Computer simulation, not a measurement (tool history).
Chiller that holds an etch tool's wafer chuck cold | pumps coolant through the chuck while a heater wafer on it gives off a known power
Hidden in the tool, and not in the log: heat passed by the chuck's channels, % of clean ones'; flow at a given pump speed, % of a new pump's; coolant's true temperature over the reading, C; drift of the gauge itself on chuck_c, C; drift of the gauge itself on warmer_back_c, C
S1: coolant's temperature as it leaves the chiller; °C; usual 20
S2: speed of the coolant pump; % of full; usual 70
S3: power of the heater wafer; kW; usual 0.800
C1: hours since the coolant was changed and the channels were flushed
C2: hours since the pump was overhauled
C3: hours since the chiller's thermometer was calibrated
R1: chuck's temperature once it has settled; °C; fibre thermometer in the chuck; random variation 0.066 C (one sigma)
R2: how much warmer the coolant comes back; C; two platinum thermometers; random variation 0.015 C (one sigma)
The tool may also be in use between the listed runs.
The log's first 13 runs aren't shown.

{"run": 14, "day": 12.975, "S1": 20, "S2": 81, "S3": 0.8, "C1": 4630, "C2": 788, "C3": 1861, "R1": 24.37, "R2": 1.9}
{"run": 15, "day": 14.254, "S1": 20, "S2": 81, "S3": 0.8, "C1": 4661, "C2": 819, "C3": 1891, "R1": 24.38, "R2": 1.88}
{"run": 16, "day": 14.9, "S1": 20, "S2": 81, "S3": 0.8, "C1": 4676, "C2": 834, "C3": 1907, "R1": 24.26, "R2": 1.86}
{"run": 17, "day": 15.896, "S1": 20, "S2": 71, "S3": 0.565, "C1": 4700, "C2": 858, "C3": 1931, "R1": 23.34, "R2": 1.48}
{"run": 18, "day": 16.675, "S1": 16, "S2": 64, "S3": 0.539, "C1": 4719, "C2": 877, "C3": 1949, "R1": 19.46, "R2": 1.58}
{"day": 16.975, "done": "gauge calibrated"}
{"run": 19, "day": 17.821, "S1": 14, "S2": 70, "S3": 0.63, "C1": 4746, "C2": 905, "C3": 1977, "R1": 18.25, "R2": 1.69}
{"run": 20, "day": 19.058, "S1": 14, "S2": 74, "S3": 0.797, "C1": 4776, "C2": 934, "C3": 2007, "R1": 18.98, "R2": 2.04}
{"run": 21, "day": 19.983, "S1": 23, "S2": 86, "S3": 0.797, "C1": 4798, "C2": 956, "C3": 2029, "R1": 27.28, "R2": 1.76}
{"run": 22, "day": 21.108, "S1": 15, "S2": 74, "S3": 1.023, "C1": 4825, "C2": 983, "C3": 2056, "R1": 21.41, "R2": 2.63}
{"run": 23, "day": 21.875, "S1": 22, "S2": 84, "S3": 0.46, "C1": 4844, "C2": 1002, "C3": 2074, "R1": 24.66, "R2": 1.02}
{"run": 24, "day": 22.808, "S1": 20, "S2": 70, "S3": 0.8, "C1": 4866, "C2": 1024, "C3": 2096, "R1": 24.93, "R2": 2.18}
{"run": 25, "day": 23.408, "S1": 21, "S2": 70, "S3": 0.8, "C1": 4881, "C2": 1039, "C3": 2111, "R1": 26.11, "R2": 2.15}
{"run": 26, "day": 24.367, "S1": 20, "S2": 91, "S3": 0.8, "C1": 4903, "C2": 1062, "C3": 2134, "R1": 24.07, "R2": 1.67}
{"run": 27, "day": 25.542, "S1": 29, "S2": 67, "S3": 0.484, "C1": 4932, "C2": 1090, "C3": 2162, "R1": 32.08, "R2": 1.39}
{"run": 28, "day": 26.433, "S1": 19, "S2": 86, "S3": 0.517, "C1": 4953, "C2": 1111, "C3": 2184, "R1": 21.68, "R2": 1.16}
{"run": 29, "day": 27.712, "S1": 20, "S2": 79, "S3": 0.8, "C1": 4984, "C2": 1142, "C3": 2214, "R1": 24.58, "R2": 1.96}
{"run": 30, "day": 28.958, "S1": 24, "S2": 88, "S3": 1.147, "C1": 5014, "C2": 1172, "C3": 2244, "R1": 30.0, "R2": 2.45}
{"run": 31, "day": 30.038, "S1": 15, "S2": 83, "S3": 1.007, "C1": 5040, "C2": 1198, "C3": 2270, "R1": 20.56, "R2": 2.32}
{"run": 32, "day": 31.033, "S1": 20, "S2": 98, "S3": 0.831, "C1": 5063, "C2": 1222, "C3": 2294, "R1": 23.86, "R2": 1.6}

4 ways to go on from here, each from the tool as it stands after run 32. What would each give?
{"run": "A", "day": 32.008, "S1": 23, "S2": 98, "S3": 0.831, "C1": 5087, "C2": 1245, "C3": 2317, "R1": "?", "R2": "?"}
{"run": "B", "day": 32.008, "S1": 21, "S2": 91, "S3": 0.882, "C1": 5087, "C2": 1245, "C3": 2317, "R1": "?", "R2": "?"}
{"run": "C", "day": 32.008, "S1": 21, "S2": 60, "S3": 0.8, "C1": 5087, "C2": 1245, "C3": 2317, "R1": "?", "R2": "?"}
{"run": "D", "day": 32.008, "S1": 24, "S2": 98, "S3": 0.433, "C1": 5087, "C2": 1245, "C3": 2317, "R1": "?", "R2": "?"}

run=A R1=26.91 R2=1.62
run=B R1=25.27 R2=1.84
run=C R1=26.61 R2=2.55
run=D R1=25.86 R2=0.83
Without the tool's hidden state the same runs would have given:
run=A R1=27.26 R2=1.62
run=B R1=25.62 R2=1.84
run=C R1=26.95 R2=2.55
run=D R1=26.21 R2=0.83
